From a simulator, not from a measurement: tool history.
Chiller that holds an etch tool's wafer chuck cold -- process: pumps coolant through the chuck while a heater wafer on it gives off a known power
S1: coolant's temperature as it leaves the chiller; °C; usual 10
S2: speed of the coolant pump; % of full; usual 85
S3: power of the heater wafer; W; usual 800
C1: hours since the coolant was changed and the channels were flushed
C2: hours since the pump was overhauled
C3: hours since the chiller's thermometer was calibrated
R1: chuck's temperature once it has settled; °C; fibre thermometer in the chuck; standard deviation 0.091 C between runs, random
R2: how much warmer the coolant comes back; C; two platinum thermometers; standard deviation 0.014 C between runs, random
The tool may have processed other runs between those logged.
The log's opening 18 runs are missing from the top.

Run 19, hour 1188.8: usual settings but S1 12 °C, S2 79 % of full, S3 980 W; C1 3203; C2 1810; C3 1937. Result: R1 19.72 °C, R2 2.51 C.
Run 20, hour 1230.0: usual settings but S1 18 °C, S2 86 % of full; C1 3244; C2 1851; C3 1978. Result: R1 23.95 °C, R2 1.87 C.
Run 21, hour 1285.8: usual settings but S1 18 °C, S2 80 % of full, S3 820 W; C1 3300; C2 1907; C3 2034. Result: R1 24.65 °C, R2 2.03 C.
Run 22, hour 1331.2: usual settings but S1 3 °C, S2 80 % of full, S3 402 W; C1 3345; C2 1953; C3 2079. Result: R1 6.37 °C, R2 1.00 C.
Run 23, hour 1418.2: usual settings but S2 78 % of full, S3 590 W; C1 3432; C2 2040; C3 2166. Result: R1 14.82 °C, R2 1.52 C.
Run 24, hour 1458.6: usual settings but S1 12 °C, S2 78 % of full, S3 814 W; C1 3473; C2 2080; C3 2207. Result: R1 18.64 °C, R2 2.13 C.
Run 25, hour 1519.8: usual settings but S1 12 °C, S2 78 % of full, S3 689 W; C1 3534; C2 2141; C3 2268. Result: R1 17.52 °C, R2 1.81 C.
Run 26, hour 1607.1: usual settings but S2 76 % of full; C1 3621; C2 2228; C3 2355. Result: R1 16.96 °C, R2 2.16 C.
Run 27, hour 1658.6: usual settings but S1 6 °C, S2 91 % of full, S3 871 W; C1 3673; C2 2280; C3 2407. Result: R1 12.26 °C, R2 1.95 C.
Run 28, hour 1744.4: usual settings but S1 8 °C, S2 65 % of full, S3 654 W; C1 3758; C2 2366; C3 2492. Result: R1 14.60 °C, R2 2.05 C.
Run 29, hour 1816.5: usual settings but S1 7 °C, S2 90 % of full, S3 686 W; C1 3831; C2 2438; C3 2564. Result: R1 12.15 °C, R2 1.57 C.
Run 30, hour 1858.1: usual settings but S1 12 °C, S2 76 % of full, S3 909 W; C1 3872; C2 2479; C3 2606. Result: R1 19.80 °C, R2 2.48 C.
Run 31, hour 1941.0: usual settings but S1 3 °C, S2 70 % of full, S3 508 W; C1 3955; C2 2562; C3 2689. Result: R1 7.99 °C, R2 1.52 C.
At hour 1971.9: chiller's thermometer calibrated.
Run 32, hour 2032.8: usual settings but S1 11 °C, S2 80 % of full, S3 1019 W; C1 4046; C2 2653; C3 61. Result: R1 18.89 °C, R2 2.60 C.
Run 33, hour 2100.9: usual settings but S1 4 °C, S2 99 % of full, S3 593 W; C1 4114; C2 2721; C3 129. Result: R1 7.79 °C, R2 1.20 C.

Predict each of these 3 candidate next runs independently; none follows another, all start after run 33:
Run A, hour 2173.6: usual settings but S1 12 °C, S2 78 % of full, S3 860 W; C1 4187; C2 2794; C3 202. Result: R1 ?, R2 ?.
Run B, hour 2173.6: usual settings but S2 79 % of full, S3 593 W; C1 4187; C2 2794; C3 202. Result: R1 ?, R2 ?.
Run C, hour 2173.6: usual settings but S1 16 °C, S2 93 % of full, S3 697 W; C1 4187; C2 2794; C3 202. Result: R1 ?, R2 ?.

run     R1    R2
  A  18.84  2.28
  B  14.55  1.54
  C  20.74  1.52
Without the tool's hidden state the same runs would have given:
run     R1    R2
  A  17.92  2.17
  B  13.91  1.47
  C  20.09  1.45

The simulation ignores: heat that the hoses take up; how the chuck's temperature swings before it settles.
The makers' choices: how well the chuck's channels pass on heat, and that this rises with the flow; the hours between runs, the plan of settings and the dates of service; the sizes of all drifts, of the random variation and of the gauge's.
